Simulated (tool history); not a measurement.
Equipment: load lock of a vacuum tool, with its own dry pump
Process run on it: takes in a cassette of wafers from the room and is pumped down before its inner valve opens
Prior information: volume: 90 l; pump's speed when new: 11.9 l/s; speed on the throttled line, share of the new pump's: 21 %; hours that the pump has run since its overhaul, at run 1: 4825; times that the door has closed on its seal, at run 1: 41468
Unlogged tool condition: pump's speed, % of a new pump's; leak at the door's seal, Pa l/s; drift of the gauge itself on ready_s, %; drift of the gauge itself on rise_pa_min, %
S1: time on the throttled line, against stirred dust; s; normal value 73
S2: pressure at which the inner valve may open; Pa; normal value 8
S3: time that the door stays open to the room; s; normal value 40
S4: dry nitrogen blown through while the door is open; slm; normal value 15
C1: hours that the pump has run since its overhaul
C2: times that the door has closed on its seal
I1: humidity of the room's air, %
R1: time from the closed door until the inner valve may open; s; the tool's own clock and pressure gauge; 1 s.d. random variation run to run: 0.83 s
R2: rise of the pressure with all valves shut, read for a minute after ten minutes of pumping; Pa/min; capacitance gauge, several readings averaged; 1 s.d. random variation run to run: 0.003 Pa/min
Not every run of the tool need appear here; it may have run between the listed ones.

Run 1, hour 0.0: usual settings; C1 4825; C2 41468; I1 45.1. Result: R1 134.2 s, R2 0.153 Pa/min.
Run 2, hour 393.0: usual settings; C1 5218; C2 42279; I1 45.1. Result: R1 133.4 s, R2 0.153 Pa/min.
Run 3, hour 724.6: usual settings but S1 37 s; C1 5550; C2 42963; I1 45.0. Result: R1 106.3 s, R2 0.164 Pa/min.
Run 4, hour 1274.6: usual settings but S1 37 s, S4 10 slm; C1 6100; C2 44098; I1 43.5. Result: R1 107.0 s, R2 0.165 Pa/min.
Run 5, hour 1810.0: usual settings; C1 6635; C2 45203; I1 45.6. Result: R1 135.2 s, R2 0.175 Pa/min.
Run 6, hour 2074.2: usual settings; C1 6899; C2 45748; I1 45.7. Result: R1 136.2 s, R2 0.174 Pa/min.
Run 7, hour 2458.8: usual settings but S1 120 s; C1 7284; C2 46542; I1 43.7. Result: R1 170.8 s, R2 0.178 Pa/min.
Run 8, hour 2996.4: usual settings but S4 9 slm; C1 7821; C2 47652; I1 42.3. Result: R1 136.1 s, R2 0.193 Pa/min.
Run 9, hour 3353.6: usual settings but S4 17 slm; C1 8179; C2 48389; I1 43.0. Result: R1 137.2 s, R2 0.192 Pa/min.
Run 10, hour 3664.7: usual settings but S4 17 slm; C1 8490; C2 49031; I1 47.4. Result: R1 138.0 s, R2 0.193 Pa/min.
Run 11, hour 4052.7: usual settings but S1 72 s, S2 10 Pa, S3 44 s, S4 17 slm; C1 8878; C2 49832; I1 42.1. Result: R1 135.0 s, R2 0.202 Pa/min.
Run 12, hour 4583.1: usual settings but S1 58 s, S2 7 Pa, S3 183 s, S4 21 slm; C1 9408; C2 50927; I1 48.4. Result: R1 128.4 s, R2 0.211 Pa/min.
Run 13, hour 5130.5: usual settings but S1 58 s, S2 7 Pa, S3 183 s, S4 21 slm; C1 9955; C2 52056; I1 45.2. Result: R1 129.3 s, R2 0.221 Pa/min.
Run 14, hour 5642.2: usual settings but S1 110 s, S2 6 Pa, S3 65 s, S4 10 slm; C1 10467; C2 53112; I1 46.5. Result: R1 169.5 s, R2 0.230 Pa/min.
Run 15, hour 6000.4: usual settings but S4 43 slm; C1 10825; C2 53852; I1 42.5. Result: R1 139.2 s, R2 0.221 Pa/min.
Run 16, hour 6481.4: usual settings but S1 38 s, S2 6 Pa, S3 50 s, S4 42 slm; C1 11306; C2 54844; I1 45.2. Result: R1 115.0 s, R2 0.227 Pa/min.

Here are 3 independent what-if runs from the current tool condition. What would each one return?
Run A, hour 7071.3: usual settings but S2 14 Pa; C1 11896; C2 56062; I1 44.9. Result: R1 ?, R2 ?.
Run B, hour 7071.3: usual settings but S3 155 s, S4 8 slm; C1 11896; C2 56062; I1 45.0. Result: R1 ?, R2 ?.
Run C, hour 7071.3: usual settings but S1 39 s, S2 9 Pa, S3 191 s; C1 11896; C2 56062; I1 42.2. Result: R1 ?, R2 ?.

run     R1     R2
  A  135.4  0.247
  B  142.0  0.255
  C  113.2  0.248
What these runs would have given with no unlogged condition in the tool:
run     R1     R2
  A  125.9  0.016
  B  131.7  0.029
  C  101.9  0.017
